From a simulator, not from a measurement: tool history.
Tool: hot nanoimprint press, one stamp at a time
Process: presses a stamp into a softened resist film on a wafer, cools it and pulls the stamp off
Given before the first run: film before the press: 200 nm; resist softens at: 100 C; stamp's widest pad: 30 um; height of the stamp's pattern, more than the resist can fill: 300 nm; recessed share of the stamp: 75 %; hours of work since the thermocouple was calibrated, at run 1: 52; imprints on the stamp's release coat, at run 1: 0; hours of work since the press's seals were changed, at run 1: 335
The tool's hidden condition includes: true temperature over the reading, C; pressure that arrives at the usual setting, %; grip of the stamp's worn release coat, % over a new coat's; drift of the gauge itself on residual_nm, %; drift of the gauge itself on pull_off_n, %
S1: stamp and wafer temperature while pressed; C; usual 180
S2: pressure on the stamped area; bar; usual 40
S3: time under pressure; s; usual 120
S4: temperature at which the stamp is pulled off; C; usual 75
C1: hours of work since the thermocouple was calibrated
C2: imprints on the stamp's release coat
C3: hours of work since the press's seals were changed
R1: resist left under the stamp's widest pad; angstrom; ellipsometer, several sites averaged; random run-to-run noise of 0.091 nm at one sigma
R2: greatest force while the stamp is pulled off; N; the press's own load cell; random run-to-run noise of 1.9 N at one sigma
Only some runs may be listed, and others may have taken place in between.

run	hour	S1	S2	S3	S4	C1	C2	C3	R1	R2
1	0	180	40	120	75	52	0	335	1032.5	135
2	14.3	184	40	120	75	63	45	346	874.1	139
3	24.5	180	40	120	75	71	78	354	1034.6	137
4	40.7	180	40	120	76	83	129	366	1035.3	133
5	49.3	180	40	150	76	90	156	373	955.8	137
6	57.3	180	40	120	76	96	182	379	1037.3	137
7	74.6	180	40	120	75	110	237	392	1036.6	143
8	85.7	182	40	120	75	118	272	401	954.3	145
9	100.9	180	40	120	75	130	320	413	1039	148
10	116.3	180	40	120	75	142	369	425	1039.7	148
11	130	180	29.2	120	75	153	413	435	1164.7	148
12	142.8	180	29.2	120	75	162	454	445	1166.1	153
13	159.6	180	29.2	120	75	175	507	458	1168.5	155
14	168.6	180	40	120	75	182	536	465	1043.2	155
15	182.8	180	40	84	75	193	581	476	1179.2	161
16	192.6	180	38.1	147	75	201	612	484	988.9	158
17	209.7	169	34.5	65	74	214	667	497	1736.1	161
18	221.2	173	34.5	65	67	223	703	506	1608.7	192
19	235.5	180	40	126	76	234	748	517	1029.2	158
20	248.8	170	40	110	78	244	791	527	1520.6	153
21	260.5	190	36.7	120	79	254	828	536	706.1	149
22	275.5	190	36.7	120	79	265	876	548	709.3	153
23	291.1	190	36.7	210	79	277	925	560	554	153
24	298.9	189	40	120	67	283	950	566	712.8	204
# hour 311.9: plate thermocouple calibrated
25	318.5	180	57.1	68	75	5	1003	579	1104.8	169
26	328.1	168	40	120	75	12	1033	586	1555.2	174
# hour 347.9: press's hydraulic seals changed and the load cell set to zero
27	347.9	180	25.9	89	75	22	1071	0	1310.3	175
28	356.6	191	25.9	64	71	28	1098	7	993.9	185
29	368.1	191	25.9	64	71	37	1135	16	995.1	192
30	384.1	191	25.9	64	71	50	1186	28	996.2	192

Branching from run 30: 4 alternative next runs. What would each branch give?
A	393.9	180	31.2	120	75	57	1217	36	?	?
B	393.9	171	25.9	64	71	57	1217	36	?	?
C	393.9	191	25.9	64	70	57	1217	36	?	?
D	393.9	191	34.6	192	75	57	1217	36	?	?

run	R1	R2
A	1126.8	177
B	1736.8	196
C	995.4	203
D	554.9	178
What these runs would have given with no unlogged condition in the tool:
run	R1	R2
A	1130.7	136
B	1739.2	150
C	998.7	155
D	557.2	136

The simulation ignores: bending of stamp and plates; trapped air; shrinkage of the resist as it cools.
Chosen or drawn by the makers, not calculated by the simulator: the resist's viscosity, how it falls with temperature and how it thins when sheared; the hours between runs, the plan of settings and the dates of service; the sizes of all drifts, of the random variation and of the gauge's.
